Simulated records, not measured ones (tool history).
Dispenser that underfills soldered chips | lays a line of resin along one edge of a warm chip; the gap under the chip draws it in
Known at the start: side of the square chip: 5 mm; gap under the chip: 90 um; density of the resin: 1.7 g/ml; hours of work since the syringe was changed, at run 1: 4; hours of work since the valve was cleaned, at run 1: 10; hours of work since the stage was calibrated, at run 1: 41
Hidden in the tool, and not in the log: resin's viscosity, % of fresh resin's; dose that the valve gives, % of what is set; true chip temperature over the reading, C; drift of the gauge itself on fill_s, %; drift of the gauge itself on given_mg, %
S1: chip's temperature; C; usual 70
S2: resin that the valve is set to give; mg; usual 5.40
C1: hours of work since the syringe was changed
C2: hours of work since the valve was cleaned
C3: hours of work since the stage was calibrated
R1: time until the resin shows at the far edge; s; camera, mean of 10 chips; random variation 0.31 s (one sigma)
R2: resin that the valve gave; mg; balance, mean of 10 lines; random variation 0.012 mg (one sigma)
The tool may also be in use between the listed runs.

{"run": 1, "hour": 0.0, "S1": 70, "S2": 5.4, "C1": 4, "C2": 10, "C3": 41, "R1": 11.9, "R2": 5.36}
{"hour": 3.0, "done": "new syringe of resin"}
{"hour": 11.4, "done": "new syringe of resin"}
{"run": 2, "hour": 11.4, "S1": 70, "S2": 5.4, "C1": 0, "C2": 17, "C3": 48, "R1": 8.8, "R2": 5.35}
{"run": 3, "hour": 16.9, "S1": 70, "S2": 6.81, "C1": 4, "C2": 21, "C3": 52, "R1": 11.5, "R2": 6.74}
{"hour": 20.0, "done": "new syringe of resin"}
{"run": 4, "hour": 26.3, "S1": 70, "S2": 6.81, "C1": 4, "C2": 27, "C3": 58, "R1": 11.8, "R2": 6.7}
{"hour": 28.5, "done": "new syringe of resin"}
{"run": 5, "hour": 35.4, "S1": 70, "S2": 6.09, "C1": 5, "C2": 33, "C3": 64, "R1": 12.4, "R2": 5.95}
{"hour": 37.5, "done": "new syringe of resin"}
{"run": 6, "hour": 43.2, "S1": 70, "S2": 6.09, "C1": 4, "C2": 38, "C3": 69, "R1": 11.9, "R2": 5.96}
{"hour": 46.3, "done": "new syringe of resin"}
{"hour": 55.4, "done": "new syringe of resin"}
{"run": 7, "hour": 55.9, "S1": 56, "S2": 5.4, "C1": 0, "C2": 46, "C3": 77, "R1": 15.7, "R2": 5.24}
{"hour": 64.3, "done": "new syringe of resin"}
{"run": 8, "hour": 67.1, "S1": 56, "S2": 5.4, "C1": 2, "C2": 53, "C3": 84, "R1": 17.0, "R2": 5.24}
{"hour": 73.0, "done": "new syringe of resin"}
{"run": 9, "hour": 75.6, "S1": 70, "S2": 6.94, "C1": 2, "C2": 59, "C3": 90, "R1": 10.0, "R2": 6.71}
{"hour": 81.9, "done": "new syringe of resin"}
{"run": 10, "hour": 87.2, "S1": 70, "S2": 5.4, "C1": 3, "C2": 66, "C3": 97, "R1": 11.5, "R2": 5.2}
{"hour": 90.7, "done": "new syringe of resin"}
{"hour": 95.0, "done": "dispensing valve cleaned and set on the balance"}
{"run": 11, "hour": 96.7, "S1": 70, "S2": 5.4, "C1": 3, "C2": 1, "C3": 103, "R1": 10.6, "R2": 5.42}
{"hour": 100.1, "done": "new syringe of resin"}
{"hour": 109.2, "done": "new syringe of resin"}
{"run": 12, "hour": 109.2, "S1": 70, "S2": 5.4, "C1": 0, "C2": 9, "C3": 110, "R1": 9.3, "R2": 5.39}
{"run": 13, "hour": 117.0, "S1": 70, "S2": 5.4, "C1": 5, "C2": 14, "C3": 116, "R1": 13.1, "R2": 5.39}
{"hour": 117.9, "done": "new syringe of resin"}
{"hour": 126.3, "done": "new syringe of resin"}
{"run": 14, "hour": 128.0, "S1": 70, "S2": 5.4, "C1": 1, "C2": 21, "C3": 123, "R1": 9.7, "R2": 5.36}
{"run": 15, "hour": 133.0, "S1": 70, "S2": 5.2, "C1": 4, "C2": 25, "C3": 126, "R1": 12.0, "R2": 5.14}
{"hour": 134.7, "done": "new syringe of resin"}
{"run": 16, "hour": 140.6, "S1": 70, "S2": 5.2, "C1": 4, "C2": 29, "C3": 131, "R1": 11.7, "R2": 5.15}
{"hour": 143.3, "done": "new syringe of resin"}
{"run": 17, "hour": 146.2, "S1": 70, "S2": 5.4, "C1": 2, "C2": 33, "C3": 134, "R1": 9.9, "R2": 5.33}
{"hour": 151.8, "done": "new syringe of resin"}
{"run": 18, "hour": 157.9, "S1": 70, "S2": 5.4, "C1": 4, "C2": 41, "C3": 142, "R1": 12.2, "R2": 5.3}
{"hour": 161.2, "done": "new syringe of resin"}
{"run": 19, "hour": 169.1, "S1": 70, "S2": 4.78, "C1": 5, "C2": 48, "C3": 149, "R1": 13.3, "R2": 4.7}
{"hour": 170.4, "done": "new syringe of resin"}
{"run": 20, "hour": 175.4, "S1": 80, "S2": 6.15, "C1": 3, "C2": 52, "C3": 153, "R1": 7.6, "R2": 6.0}
{"hour": 178.9, "done": "new syringe of resin"}
{"run": 21, "hour": 182.6, "S1": 56, "S2": 5.6, "C1": 2, "C2": 56, "C3": 158, "R1": 17.7, "R2": 5.44}
{"hour": 187.7, "done": "new syringe of resin"}
{"run": 22, "hour": 190.3, "S1": 61, "S2": 6.26, "C1": 2, "C2": 61, "C3": 163, "R1": 13.6, "R2": 6.08}
{"hour": 196.1, "done": "new syringe of resin"}
{"run": 23, "hour": 199.4, "S1": 60, "S2": 6.28, "C1": 2, "C2": 67, "C3": 168, "R1": 14.5, "R2": 6.06}
{"hour": 205.2, "done": "new syringe of resin"}
{"hour": 206.2, "done": "dispensing valve cleaned and set on the balance"}
{"run": 24, "hour": 212.1, "S1": 78, "S2": 4.67, "C1": 4, "C2": 4, "C3": 176, "R1": 9.5, "R2": 4.67}
{"hour": 214.7, "done": "new syringe of resin"}
{"run": 25, "hour": 222.6, "S1": 67, "S2": 5.28, "C1": 5, "C2": 11, "C3": 183, "R1": 14.2, "R2": 5.22}
{"hour": 224.0, "done": "new syringe of resin"}
{"hour": 232.7, "done": "new syringe of resin"}
{"run": 26, "hour": 233.7, "S1": 83, "S2": 5.48, "C1": 1, "C2": 18, "C3": 190, "R1": 5.7, "R2": 5.45}
{"hour": 241.2, "done": "new syringe of resin"}
{"run": 27, "hour": 244.2, "S1": 83, "S2": 5.48, "C1": 2, "C2": 24, "C3": 197, "R1": 6.4, "R2": 5.42}
{"hour": 250.6, "done": "new syringe of resin"}
{"run": 28, "hour": 253.9, "S1": 80, "S2": 5.82, "C1": 2, "C2": 31, "C3": 203, "R1": 7.1, "R2": 5.73}
{"hour": 259.1, "done": "new syringe of resin"}
{"run": 29, "hour": 265.7, "S1": 56, "S2": 5.77, "C1": 4, "C2": 38, "C3": 211, "R1": 19.7, "R2": 5.67}
{"hour": 267.6, "done": "new syringe of resin"}
{"run": 30, "hour": 275.0, "S1": 69, "S2": 6.61, "C1": 5, "C2": 44, "C3": 217, "R1": 12.4, "R2": 6.49}
{"hour": 276.7, "done": "new syringe of resin"}
{"hour": 285.5, "done": "new syringe of resin"}
{"run": 31, "hour": 287.8, "S1": 56, "S2": 6.1, "C1": 2, "C2": 52, "C3": 225, "R1": 16.9, "R2": 5.97}
{"hour": 293.9, "done": "new syringe of resin"}
{"run": 32, "hour": 293.9, "S1": 71, "S2": 5.53, "C1": 0, "C2": 56, "C3": 228, "R1": 8.3, "R2": 5.37}
{"run": 33, "hour": 299.6, "S1": 74, "S2": 6.07, "C1": 4, "C2": 60, "C3": 232, "R1": 9.8, "R2": 5.92}
{"hour": 302.9, "done": "new syringe of resin"}
{"run": 34, "hour": 308.4, "S1": 74, "S2": 6.07, "C1": 4, "C2": 66, "C3": 238, "R1": 10.0, "R2": 5.88}

Forecast each of these 4 alternatives for the next run:
{"hour": 311.5, "done": "new syringe of resin"}
{"hour": 317.0, "done": "dispensing valve cleaned and set on the balance"}
{"run": "A", "hour": 318.5, "S1": 67, "S2": 6.59, "C1": 4, "C2": 1, "C3": 244, "R1": "?", "R2": "?"}
{"hour": 311.5, "done": "new syringe of resin"}
{"hour": 317.0, "done": "dispensing valve cleaned and set on the balance"}
{"run": "B", "hour": 318.5, "S1": 74, "S2": 4.79, "C1": 4, "C2": 1, "C3": 244, "R1": "?", "R2": "?"}
{"hour": 311.5, "done": "new syringe of resin"}
{"hour": 317.0, "done": "dispensing valve cleaned and set on the balance"}
{"run": "C", "hour": 318.5, "S1": 82, "S2": 5.19, "C1": 4, "C2": 1, "C3": 244, "R1": "?", "R2": "?"}
{"hour": 311.5, "done": "new syringe of resin"}
{"hour": 317.0, "done": "dispensing valve cleaned and set on the balance"}
{"run": "D", "hour": 318.5, "S1": 70, "S2": 5.4, "C1": 4, "C2": 1, "C3": 244, "R1": "?", "R2": "?"}

run=A R1=12.7 R2=6.60
run=B R1=10.2 R2=4.78
run=C R1=7.9 R2=5.18
run=D R1=11.5 R2=5.39
Without the tool's hidden state the same runs would have given:
run=A R1=9.8 R2=6.61
run=B R1=7.8 R2=4.79
run=C R1=6.2 R2=5.19
run=D R1=8.8 R2=5.40
